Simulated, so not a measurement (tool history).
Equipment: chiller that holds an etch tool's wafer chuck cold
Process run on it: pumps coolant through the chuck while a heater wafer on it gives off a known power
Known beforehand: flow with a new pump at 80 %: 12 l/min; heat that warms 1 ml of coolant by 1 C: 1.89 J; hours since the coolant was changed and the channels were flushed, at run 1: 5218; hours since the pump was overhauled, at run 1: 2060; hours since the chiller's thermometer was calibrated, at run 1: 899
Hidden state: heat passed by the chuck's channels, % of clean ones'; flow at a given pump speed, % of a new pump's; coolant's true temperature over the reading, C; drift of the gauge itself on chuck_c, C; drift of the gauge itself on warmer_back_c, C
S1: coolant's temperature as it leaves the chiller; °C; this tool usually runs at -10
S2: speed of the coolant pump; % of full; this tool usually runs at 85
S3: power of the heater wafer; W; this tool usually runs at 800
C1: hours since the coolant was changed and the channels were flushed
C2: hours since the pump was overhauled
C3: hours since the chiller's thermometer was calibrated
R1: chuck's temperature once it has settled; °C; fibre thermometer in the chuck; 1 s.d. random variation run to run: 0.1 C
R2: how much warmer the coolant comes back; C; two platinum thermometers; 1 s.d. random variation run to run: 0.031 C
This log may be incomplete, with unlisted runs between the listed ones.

run,hour,S1,S2,S3,C1,C2,C3,R1,R2
1,0,-10,85,800,5218,2060,899,-1.5,2.09
2,54.8,-10,85,800,5273,2115,954,-1.6,2.13
3,115.8,-10,85,800,5334,2176,1015,-1.4,2.07
4,172,-10,85,800,5390,2232,1071,-1.4,2.12
5,211.6,-10,85,800,5429,2272,1111,-1.4,2.07
6,243.5,-10,97,800,5461,2304,1142,-2.5,1.82
7,294.4,-10,97,800,5512,2355,1193,-2.5,1.84
8,347.2,-10,85,800,5565,2407,1246,-1.4,2.17
9,406.1,-10,85,800,5624,2466,1305,-1.3,2.12
10,458.2,-10,85,800,5676,2518,1357,-1.3,2.09
11,518.5,-4,85,800,5736,2579,1418,4.9,2.12
12,566,-4,85,800,5784,2626,1465,4.7,2.13
13,601.6,-4,85,800,5819,2662,1501,4.8,2.16
14,639.4,-10,70,800,5857,2700,1538,0.6,2.67
15,672.9,-10,70,800,5891,2733,1572,0.6,2.6
16,734.7,-10,70,800,5952,2795,1634,0.8,2.68
17,794.4,-16,70,760,6012,2855,1693,-5.8,2.59
18,843.6,-10,75,761,6061,2904,1743,-0.2,2.38
19,905.2,-10,68,503,6123,2965,1804,-2.9,1.75
20,958.7,-1,82,503,6176,3019,1858,4.9,1.44
21,1001.2,-10,82,461,6219,3061,1900,-4.5,1.37
22,1057.9,-20,77,749,6276,3118,1957,-10.7,2.2
23,1096.6,-19,85,438,6314,3157,1996,-13.8,1.2
24,1124.3,-13,67,1031,6342,3185,2023,1.9,3.7
25,1173,-16,80,1031,6391,3233,2072,-3.7,3.03
26,1219,-8,85,800,6437,3279,2118,1.4,2.15
27,1280,-10,64,900,6498,3340,2179,3.8,3.41
28,1329.2,-13,85,800,6547,3389,2228,-3.6,2.13
# hour 1354: coolant changed, channels flushed
29,1392.9,-13,85,800,39,3447,2286,-5.5,2.11
30,1422.8,-16,60,800,69,3477,2316,-5.4,3.25
31,1448.8,-10,62,483,95,3503,2342,-3.8,1.86

What if the next run were any one of these 5? Each begins from the tool's condition after run 31:
A,1493.6,0,81,576,140,3548,2387,?,?
B,1493.6,-8,62,483,140,3548,2387,?,?
C,1493.6,-8,85,503,140,3548,2387,?,?
D,1493.6,-3,83,800,140,3548,2387,?,?
E,1493.6,-5,85,800,140,3548,2387,?,?

run,R1,R2
A,5.9,1.69
B,-1.6,1.87
C,-3.2,1.34
D,4.7,2.27
E,2.7,2.18
With no hidden state in the tool, these same runs would have given:
run,R1,R2
A,5,1.53
B,-2.5,1.69
C,-4,1.21
D,3.7,2.06
E,1.6,1.97
